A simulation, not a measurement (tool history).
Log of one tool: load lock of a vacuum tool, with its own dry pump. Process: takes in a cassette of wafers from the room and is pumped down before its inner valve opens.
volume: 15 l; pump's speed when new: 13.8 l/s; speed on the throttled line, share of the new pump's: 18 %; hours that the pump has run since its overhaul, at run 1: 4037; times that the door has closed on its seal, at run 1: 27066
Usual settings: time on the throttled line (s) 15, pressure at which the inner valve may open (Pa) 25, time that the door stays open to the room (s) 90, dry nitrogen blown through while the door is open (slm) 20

run	day	time on the throttled line (s)	pressure at which the inner valve may open (Pa)	time that the door stays open to the room (s)	dry nitrogen blown through while the door is open (slm)	hours that the pump has run since its overhaul	times that the door has closed on its seal	incoming humidity of the room's air, %	time from the closed door until the inner valve may open (s)	rise of the pressure with all valves shut (Pa/min)
1	0.000	15	25	90	20	4037	27066	44.1	21.69	0.157
2	10.712	15	46	90	20	4295	27592	42.2	20.92	0.158
3	25.504	15	46	90	20	4650	28319	44.7	20.89	0.174
4	35.700	16	25	90	20	4894	28819	42.0	22.60	0.164
5	43.488	16	25	90	20	5081	29202	42.9	22.49	0.162
6	55.025	15	25	53	20	5358	29768	42.7	21.69	0.158
7	65.417	15	25	90	20	5607	30278	44.6	21.79	0.184
8	79.408	15	25	90	20	5943	30966	50.0	21.68	0.188
9	95.288	15	25	90	20	6324	31745	42.6	21.72	0.179
10	105.425	15	25	90	20	6568	32243	42.6	21.82	0.176
11	112.333	15	25	90	20	6733	32582	47.9	21.79	0.192
12	124.542	15	25	90	10	7026	33182	46.1	21.74	0.211
13	136.483	15	25	90	10	7313	33768	41.9	21.66	0.206
14	151.671	15	25	90	10	7678	34514	47.7	21.75	0.227
15	164.154	15	25	90	10	7977	35127	42.8	21.81	0.213
16	175.179	17	25	90	20	8242	35669	43.7	23.61	0.203
17	186.158	11	25	90	20	8505	36208	43.3	18.51	0.195
18	201.729	11	25	90	20	8879	36972	44.7	18.61	0.207
19	210.871	15	26	90	20	9098	37421	47.4	21.89	0.219
20	219.650	15	21	90	9	9309	37852	46.2	22.18	0.236
21	235.138	15	21	90	9	9681	38613	44.9	22.20	0.237
22	248.983	13	21	95	44	10013	39293	44.2	20.62	0.196
23	256.308	15	28	110	13	10189	39653	42.5	21.74	0.231
24	267.562	28	25	90	20	10459	40205	46.5	32.47	0.231
25	277.912	28	22	47	42	10707	40713	42.0	32.59	0.192
26	292.883	28	22	47	42	11067	41449	44.0	32.62	0.190
27	308.017	28	22	47	42	11430	42192	46.4	32.76	0.214
28	323.258	22	33	180	7	11796	42940	44.6	27.35	0.287
29	332.829	16	25	30	6	12025	43410	43.9	22.77	0.235
30	340.492	16	25	30	6	12209	43787	45.2	22.85	0.241
31	353.329	16	25	30	6	12517	44417	39.9	22.91	0.232
32	360.721	16	25	52	6	12695	44780	49.5	22.89	0.272
33	374.521	8	41	90	20	13026	45458	45.9	15.79	0.250
34	381.633	15	46	90	21	13197	45807	42.3	21.47	0.243
35	396.717	15	46	90	21	13559	46548	43.2	21.43	0.248
36	403.225	15	25	90	5	13715	46867	44.4	22.16	0.288
37	417.421	10	50	96	18	14056	47564	44.5	17.24	0.267
38	424.700	12	50	42	18	14230	47922	46.5	18.86	0.252

Hidden state or all else? Some run-to-run changes of time from the closed door until the inner valve may open (s), split into what the settings, what came in and random variation would give without the hidden state, and what is left for the hidden state (with any gauge scatter that isn't in both results):
The hidden state here: pump's speed, % of a new pump's; leak at the door's seal, Pa l/s; drift of the gauge itself on ready_s, %; drift of the gauge itself on rise_pa_min, %.
Run 23 -> 24: time on the throttled line (s) 15 -> 28, pressure at which the inner valve may open (Pa) 28 -> 25, time that the door stays open to the room (s) 110 -> 90, dry nitrogen blown through while the door is open (slm) 13 -> 20. time from the closed door until the inner valve may open (s) +10.73: hidden state -0.16, all else +10.89.
Run 28 -> 29: time on the throttled line (s) 22 -> 16, pressure at which the inner valve may open (Pa) 33 -> 25, time that the door stays open to the room (s) 180 -> 30, dry nitrogen blown through while the door is open (slm) 7 -> 6. time from the closed door until the inner valve may open (s) -4.58: hidden state +0.14, all else -4.72.
Run 32 -> 33: time on the throttled line (s) 16 -> 8, pressure at which the inner valve may open (Pa) 25 -> 41, time that the door stays open to the room (s) 52 -> 90, dry nitrogen blown through while the door is open (slm) 6 -> 20. time from the closed door until the inner valve may open (s) -7.10: hidden state +0.10, all else -7.20.
Run 33 -> 34: time on the throttled line (s) 8 -> 15, pressure at which the inner valve may open (Pa) 41 -> 46, dry nitrogen blown through while the door is open (slm) 20 -> 21. time from the closed door until the inner valve may open (s) +5.68: hidden state -0.13, all else +5.81.

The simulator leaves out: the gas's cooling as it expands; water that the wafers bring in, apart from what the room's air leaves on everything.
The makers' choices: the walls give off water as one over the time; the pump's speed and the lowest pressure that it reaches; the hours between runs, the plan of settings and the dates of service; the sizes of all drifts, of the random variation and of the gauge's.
